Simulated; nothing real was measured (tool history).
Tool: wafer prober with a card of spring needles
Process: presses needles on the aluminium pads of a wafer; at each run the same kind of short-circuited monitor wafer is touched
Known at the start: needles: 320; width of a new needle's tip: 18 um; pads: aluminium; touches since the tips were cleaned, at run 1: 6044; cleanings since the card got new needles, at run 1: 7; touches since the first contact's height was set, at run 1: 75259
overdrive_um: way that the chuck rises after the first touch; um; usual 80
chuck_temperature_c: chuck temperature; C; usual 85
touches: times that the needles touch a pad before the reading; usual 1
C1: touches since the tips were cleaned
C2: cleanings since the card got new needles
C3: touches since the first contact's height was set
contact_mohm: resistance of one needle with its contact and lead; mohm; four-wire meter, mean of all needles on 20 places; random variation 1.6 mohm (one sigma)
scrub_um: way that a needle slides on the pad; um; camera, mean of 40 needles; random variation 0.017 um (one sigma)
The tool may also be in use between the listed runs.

{"run": 1, "hour": 0.0, "overdrive_um": 80, "chuck_temperature_c": 85, "touches": 1, "C1": 6044, "C2": 7, "C3": 75259, "contact_mohm": 192, "scrub_um": 15.41}
{"hour": 5.7, "done": "tips cleaned on abrasive film"}
{"hour": 17.0, "done": "tips cleaned on abrasive film"}
{"hour": 31.0, "done": "tips cleaned on abrasive film"}
{"hour": 42.3, "done": "tips cleaned on abrasive film"}
{"run": 2, "hour": 47.0, "overdrive_um": 80, "chuck_temperature_c": 85, "touches": 1, "C1": 3462, "C2": 11, "C3": 109730, "contact_mohm": 187, "scrub_um": 15.29}
{"hour": 55.5, "done": "tips cleaned on abrasive film"}
{"hour": 69.5, "done": "tips cleaned on abrasive film"}
{"hour": 82.2, "done": "tips cleaned on abrasive film"}
{"run": 3, "hour": 82.2, "overdrive_um": 80, "chuck_temperature_c": 85, "touches": 1, "C1": 0, "C2": 14, "C3": 135527, "contact_mohm": 166, "scrub_um": 15.23}
{"hour": 93.4, "done": "tips cleaned on abrasive film"}
{"hour": 107.5, "done": "tips cleaned on abrasive film"}
{"hour": 107.8, "done": "height of the first contact set anew"}
{"hour": 119.1, "done": "tips cleaned on abrasive film"}
{"hour": 133.1, "done": "tips cleaned on abrasive film"}
{"run": 4, "hour": 138.0, "overdrive_um": 79, "chuck_temperature_c": 85, "touches": 1, "C1": 3579, "C2": 18, "C3": 22185, "contact_mohm": 189, "scrub_um": 15.32}
{"hour": 146.5, "done": "tips cleaned on abrasive film"}
{"hour": 160.5, "done": "tips cleaned on abrasive film"}
{"hour": 174.6, "done": "tips cleaned on abrasive film"}
{"hour": 188.7, "done": "tips cleaned on abrasive film"}
{"hour": 202.7, "done": "tips cleaned on abrasive film"}
{"hour": 214.3, "done": "tips cleaned on abrasive film"}
{"run": 5, "hour": 214.3, "overdrive_um": 79, "chuck_temperature_c": 85, "touches": 1, "C1": 0, "C2": 24, "C3": 78187, "contact_mohm": 169, "scrub_um": 15.18}
{"hour": 228.3, "done": "tips cleaned on abrasive film"}
{"hour": 242.4, "done": "tips cleaned on abrasive film"}
{"hour": 256.5, "done": "tips cleaned on abrasive film"}
{"run": 6, "hour": 261.1, "overdrive_um": 70, "chuck_temperature_c": 85, "touches": 1, "C1": 3409, "C2": 27, "C3": 112598, "contact_mohm": 202, "scrub_um": 13.36}
{"hour": 269.6, "done": "tips cleaned on abrasive film"}
{"hour": 283.6, "done": "tips cleaned on abrasive film"}
{"hour": 297.7, "done": "tips cleaned on abrasive film"}
{"hour": 311.8, "done": "tips cleaned on abrasive film"}
{"hour": 317.5, "done": "tips cleaned on abrasive film, once more"}
{"hour": 317.8, "done": "height of the first contact set anew"}
{"hour": 331.8, "done": "tips cleaned on abrasive film"}
{"run": 7, "hour": 335.5, "overdrive_um": 80, "chuck_temperature_c": 85, "touches": 1, "C1": 2740, "C2": 33, "C3": 13076, "contact_mohm": 182, "scrub_um": 15.52}
{"hour": 344.0, "done": "tips cleaned on abrasive film"}
{"hour": 358.1, "done": "tips cleaned on abrasive film"}
{"hour": 372.1, "done": "tips cleaned on abrasive film"}
{"hour": 383.4, "done": "tips cleaned on abrasive film"}
{"hour": 397.5, "done": "tips cleaned on abrasive film"}
{"run": 8, "hour": 407.2, "overdrive_um": 80, "chuck_temperature_c": 116, "touches": 1, "C1": 7183, "C2": 38, "C3": 65739, "contact_mohm": 201, "scrub_um": 15.43}
{"hour": 410.1, "done": "tips cleaned on abrasive film"}
{"hour": 424.2, "done": "tips cleaned on abrasive film"}
{"hour": 438.2, "done": "tips cleaned on abrasive film"}
{"hour": 452.3, "done": "tips cleaned on abrasive film"}
{"hour": 463.8, "done": "tips cleaned on abrasive film"}
{"run": 9, "hour": 463.8, "overdrive_um": 80, "chuck_temperature_c": 56, "touches": 1, "C1": 0, "C2": 43, "C3": 107232, "contact_mohm": 160, "scrub_um": 15.28}
{"hour": 477.8, "done": "tips cleaned on abrasive film"}
{"hour": 491.9, "done": "tips cleaned on abrasive film"}
{"hour": 506.0, "done": "tips cleaned on abrasive film"}
{"hour": 520.1, "done": "tips cleaned on abrasive film"}
{"run": 10, "hour": 525.0, "overdrive_um": 80, "chuck_temperature_c": 56, "touches": 1, "C1": 3687, "C2": 47, "C3": 152260, "contact_mohm": 186, "scrub_um": 15.28}
{"hour": 528.1, "done": "height of the first contact set anew"}
{"hour": 533.8, "done": "tips cleaned on abrasive film"}
{"hour": 547.9, "done": "tips cleaned on abrasive film"}
{"hour": 559.2, "done": "tips cleaned on abrasive film"}
{"hour": 573.2, "done": "tips cleaned on abrasive film"}
{"hour": 584.5, "done": "tips cleaned on abrasive film"}
{"hour": 596.3, "done": "tips cleaned on abrasive film"}
{"run": 11, "hour": 596.3, "overdrive_um": 80, "chuck_temperature_c": 93, "touches": 1, "C1": 0, "C2": 53, "C3": 50016, "contact_mohm": 172, "scrub_um": 15.41}
{"hour": 607.6, "done": "tips cleaned on abrasive film"}
{"hour": 621.7, "done": "tips cleaned on abrasive film"}
{"hour": 633.0, "done": "tips cleaned on abrasive film"}
{"hour": 647.0, "done": "tips cleaned on abrasive film"}
{"hour": 660.6, "done": "tips cleaned on abrasive film"}
{"run": 12, "hour": 660.6, "overdrive_um": 80, "chuck_temperature_c": 85, "touches": 3, "C1": 0, "C2": 58, "C3": 97226, "contact_mohm": 166, "scrub_um": 15.31}
{"hour": 674.7, "done": "tips cleaned on abrasive film"}
{"hour": 688.8, "done": "tips cleaned on abrasive film"}
{"run": 13, "hour": 698.8, "overdrive_um": 85, "chuck_temperature_c": 32, "touches": 1, "C1": 7447, "C2": 60, "C3": 125345, "contact_mohm": 191, "scrub_um": 16.24}
{"hour": 701.7, "done": "tips cleaned on abrasive film"}
{"hour": 715.8, "done": "tips cleaned on abrasive film"}
{"hour": 729.9, "done": "tips cleaned on abrasive film"}
{"hour": 738.6, "done": "height of the first contact set anew"}
{"hour": 744.2, "done": "tips cleaned on abrasive film"}
{"hour": 758.3, "done": "tips cleaned on abrasive film"}
{"hour": 769.7, "done": "tips cleaned on abrasive film"}
{"run": 14, "hour": 769.7, "overdrive_um": 78, "chuck_temperature_c": 77, "touches": 2, "C1": 0, "C2": 66, "C3": 22842, "contact_mohm": 163, "scrub_um": 15.08}
{"hour": 783.8, "done": "tips cleaned on abrasive film"}
{"hour": 795.1, "done": "tips cleaned on abrasive film"}
{"hour": 809.1, "done": "tips cleaned on abrasive film"}
{"hour": 823.2, "done": "tips cleaned on abrasive film"}
{"hour": 837.3, "done": "tips cleaned on abrasive film"}
{"run": 15, "hour": 838.5, "overdrive_um": 78, "chuck_temperature_c": 29, "touches": 2, "C1": 926, "C2": 71, "C3": 73378, "contact_mohm": 163, "scrub_um": 14.99}
{"hour": 849.8, "done": "tips cleaned on abrasive film"}
{"hour": 863.9, "done": "tips cleaned on abrasive film"}
{"hour": 877.9, "done": "tips cleaned on abrasive film"}
{"run": 16, "hour": 888.7, "overdrive_um": 78, "chuck_temperature_c": 29, "touches": 2, "C1": 7931, "C2": 74, "C3": 110252, "contact_mohm": 174, "scrub_um": 14.94}
{"hour": 891.6, "done": "tips cleaned on abrasive film"}
{"hour": 905.6, "done": "tips cleaned on abrasive film"}
{"hour": 916.9, "done": "tips cleaned on abrasive film"}
{"hour": 931.0, "done": "tips cleaned on abrasive film"}
{"hour": 945.0, "done": "tips cleaned on abrasive film"}
{"hour": 948.1, "done": "height of the first contact set anew"}
{"hour": 959.4, "done": "tips cleaned on abrasive film"}
{"run": 17, "hour": 966.4, "overdrive_um": 80, "chuck_temperature_c": 29, "touches": 2, "C1": 5201, "C2": 80, "C3": 13470, "contact_mohm": 172, "scrub_um": 15.51}
{"hour": 972.1, "done": "tips cleaned on abrasive film"}
{"hour": 986.2, "done": "tips cleaned on abrasive film"}
{"hour": 997.5, "done": "tips cleaned on abrasive film"}
{"hour": 1011.5, "done": "tips cleaned on abrasive film"}
{"run": 18, "hour": 1022.0, "overdrive_um": 80, "chuck_temperature_c": 29, "touches": 2, "C1": 7713, "C2": 84, "C3": 54260, "contact_mohm": 178, "scrub_um": 15.44}
{"hour": 1024.9, "done": "tips cleaned on abrasive film"}
{"hour": 1038.9, "done": "tips cleaned on abrasive film"}
{"hour": 1053.0, "done": "tips cleaned on abrasive film"}
{"hour": 1064.3, "done": "tips cleaned on abrasive film"}
{"hour": 1078.3, "done": "tips cleaned on abrasive film"}
{"hour": 1089.6, "done": "tips cleaned on abrasive film"}
{"run": 19, "hour": 1093.4, "overdrive_um": 80, "chuck_temperature_c": 29, "touches": 2, "C1": 2824, "C2": 90, "C3": 106698, "contact_mohm": 170, "scrub_um": 15.31}
{"hour": 1101.9, "done": "tips cleaned on abrasive film"}
{"hour": 1116.0, "done": "tips cleaned on abrasive film"}
{"hour": 1130.1, "done": "tips cleaned on abrasive film"}
{"hour": 1144.1, "done": "tips cleaned on abrasive film"}
{"hour": 1158.2, "done": "tips cleaned on abrasive film"}
{"hour": 1158.5, "done": "height of the first contact set anew"}
{"run": 20, "hour": 1166.5, "overdrive_um": 80, "chuck_temperature_c": 29, "touches": 2, "C1": 5926, "C2": 95, "C3": 5926, "contact_mohm": 175, "scrub_um": 15.52}
{"hour": 1172.2, "done": "tips cleaned on abrasive film"}
{"hour": 1186.3, "done": "tips cleaned on abrasive film"}
{"hour": 1200.3, "done": "tips cleaned on abrasive film"}
{"run": 21, "hour": 1202.7, "overdrive_um": 80, "chuck_temperature_c": 29, "touches": 2, "C1": 1723, "C2": 98, "C3": 32457, "contact_mohm": 161, "scrub_um": 15.49}
{"hour": 1213.9, "done": "tips cleaned on abrasive film"}
{"hour": 1228.0, "done": "tips cleaned on abrasive film"}
{"hour": 1242.1, "done": "tips cleaned on abrasive film"}
{"hour": 1256.2, "done": "tips cleaned on abrasive film"}
{"run": 22, "hour": 1260.1, "overdrive_um": 80, "chuck_temperature_c": 29, "touches": 2, "C1": 2958, "C2": 102, "C3": 74693, "contact_mohm": 173, "scrub_um": 15.38}
{"hour": 1268.6, "done": "tips cleaned on abrasive film"}
{"hour": 1282.7, "done": "tips cleaned on abrasive film"}
{"hour": 1296.8, "done": "tips cleaned on abrasive film"}
{"hour": 1310.8, "done": "tips cleaned on abrasive film"}
{"run": 23, "hour": 1315.8, "overdrive_um": 71, "chuck_temperature_c": 85, "touches": 3, "C1": 3633, "C2": 106, "C3": 115538, "contact_mohm": 180, "scrub_um": 13.55}
{"hour": 1324.2, "done": "tips cleaned on abrasive film"}
{"hour": 1338.3, "done": "tips cleaned on abrasive film"}
{"hour": 1352.4, "done": "tips cleaned on abrasive film"}
{"hour": 1366.4, "done": "tips cleaned on abrasive film"}
{"hour": 1369.5, "done": "height of the first contact set anew"}
{"run": 24, "hour": 1375.5, "overdrive_um": 71, "chuck_temperature_c": 85, "touches": 3, "C1": 6480, "C2": 110, "C3": 4414, "contact_mohm": 182, "scrub_um": 13.79}

Forecast each of these 3 alternatives for the next run:
{"hour": 1378.4, "done": "tips cleaned on abrasive film"}
{"hour": 1389.7, "done": "tips cleaned on abrasive film"}
{"hour": 1403.7, "done": "tips cleaned on abrasive film"}
{"hour": 1417.8, "done": "tips cleaned on abrasive film"}
{"hour": 1431.9, "done": "tips cleaned on abrasive film"}
{"hour": 1446.0, "done": "tips cleaned on abrasive film"}
{"run": "A", "hour": 1452.4, "overdrive_um": 80, "chuck_temperature_c": 73, "touches": 2, "C1": 4772, "C2": 116, "C3": 60870, "contact_mohm": "?", "scrub_um": "?"}
{"hour": 1378.4, "done": "tips cleaned on abrasive film"}
{"hour": 1389.7, "done": "tips cleaned on abrasive film"}
{"hour": 1403.7, "done": "tips cleaned on abrasive film"}
{"hour": 1417.8, "done": "tips cleaned on abrasive film"}
{"hour": 1431.9, "done": "tips cleaned on abrasive film"}
{"hour": 1446.0, "done": "tips cleaned on abrasive film"}
{"run": "B", "hour": 1452.4, "overdrive_um": 80, "chuck_temperature_c": 47, "touches": 2, "C1": 4772, "C2": 116, "C3": 60870, "contact_mohm": "?", "scrub_um": "?"}
{"hour": 1378.4, "done": "tips cleaned on abrasive film"}
{"hour": 1389.7, "done": "tips cleaned on abrasive film"}
{"hour": 1403.7, "done": "tips cleaned on abrasive film"}
{"hour": 1417.8, "done": "tips cleaned on abrasive film"}
{"hour": 1431.9, "done": "tips cleaned on abrasive film"}
{"hour": 1446.0, "done": "tips cleaned on abrasive film"}
{"run": "C", "hour": 1452.4, "overdrive_um": 80, "chuck_temperature_c": 37, "touches": 1, "C1": 4772, "C2": 116, "C3": 60870, "contact_mohm": "?", "scrub_um": "?"}

run=A contact_mohm=184 scrub_um=15.43
run=B contact_mohm=183 scrub_um=15.41
run=C contact_mohm=196 scrub_um=15.42
Without the tool's hidden state the same runs would have given:
run=A contact_mohm=159 scrub_um=15.54
run=B contact_mohm=157 scrub_um=15.53
run=C contact_mohm=153 scrub_um=15.54

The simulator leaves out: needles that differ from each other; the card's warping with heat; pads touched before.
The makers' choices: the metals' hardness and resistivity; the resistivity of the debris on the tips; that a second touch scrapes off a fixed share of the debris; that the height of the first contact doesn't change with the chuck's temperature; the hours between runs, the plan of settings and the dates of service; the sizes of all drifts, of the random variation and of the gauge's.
